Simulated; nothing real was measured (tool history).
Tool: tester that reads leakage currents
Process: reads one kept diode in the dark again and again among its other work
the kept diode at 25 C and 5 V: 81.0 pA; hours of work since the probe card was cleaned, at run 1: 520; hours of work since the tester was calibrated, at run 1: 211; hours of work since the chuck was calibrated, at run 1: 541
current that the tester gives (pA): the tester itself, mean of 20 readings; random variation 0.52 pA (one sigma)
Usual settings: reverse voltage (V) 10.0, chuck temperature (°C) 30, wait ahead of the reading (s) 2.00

| run | hour | reverse voltage (V) | chuck temperature (°C) | wait ahead of the reading (s) | hours of work since the probe card was cleaned | hours of work since the tester was calibrated | hours of work since the chuck was calibrated | current that the tester gives (pA) |
|---|---|---|---|---|---|---|---|---|
| 1 | 0.0 | 10.0 | 30 | 2.00 | 520 | 211 | 541 | 158.46 |
| 2 | 26.7 | 10.0 | 30 | 2.00 | 532 | 223 | 553 | 157.62 |
| 3 | 64.9 | 10.0 | 30 | 2.00 | 549 | 240 | 570 | 157.33 |
| 4 | 87.9 | 10.0 | 30 | 2.00 | 559 | 250 | 580 | 158.03 |
| 5 | 120.0 | 10.0 | 30 | 2.00 | 573 | 264 | 594 | 157.92 |
| 6 | 149.2 | 10.0 | 30 | 2.00 | 586 | 277 | 607 | 156.59 |
| 7 | 185.9 | 10.0 | 30 | 2.00 | 602 | 293 | 624 | 156.33 |
|  | 212.1 | chuck's temperature calibrated |
| 8 | 226.9 | 10.0 | 30 | 2.00 | 620 | 310 | 7 | 143.55 |
| 9 | 246.6 | 10.0 | 30 | 2.00 | 628 | 319 | 15 | 143.50 |
| 10 | 264.4 | 10.0 | 30 | 4.10 | 636 | 327 | 23 | 142.35 |
| 11 | 290.7 | 10.0 | 30 | 0.72 | 648 | 338 | 35 | 144.94 |
|  | 310.1 | chuck's temperature calibrated, once more |
| 12 | 310.1 | 10.0 | 30 | 2.49 | 655 | 346 | 0 | 179.74 |
| 13 | 343.8 | 1.9 | 30 | 2.49 | 670 | 361 | 15 | 78.94 |
| 14 | 384.4 | 1.9 | 30 | 2.49 | 688 | 379 | 33 | 78.60 |
| 15 | 423.2 | 10.0 | 30 | 2.00 | 705 | 396 | 50 | 178.63 |
| 16 | 466.0 | 10.0 | 30 | 2.00 | 724 | 415 | 69 | 178.04 |
| 17 | 503.8 | 10.0 | 30 | 2.00 | 741 | 432 | 86 | 177.26 |
| 18 | 527.3 | 10.0 | 30 | 2.00 | 751 | 442 | 96 | 176.41 |
| 19 | 568.1 | 10.0 | 30 | 2.00 | 769 | 460 | 114 | 176.48 |
| 20 | 596.3 | 10.0 | 24 | 2.00 | 782 | 473 | 126 | 110.17 |

The next listed run, before its measurement:
| 21 | 635.7 | 10.0 | 24 | 2.00 | 799 | 490 | 144 | ? |

{"run 21": {"current that the tester gives (pA)": 109.66}}
Without the tool's hidden state the same run would have given current that the tester gives (pA) 104.79.
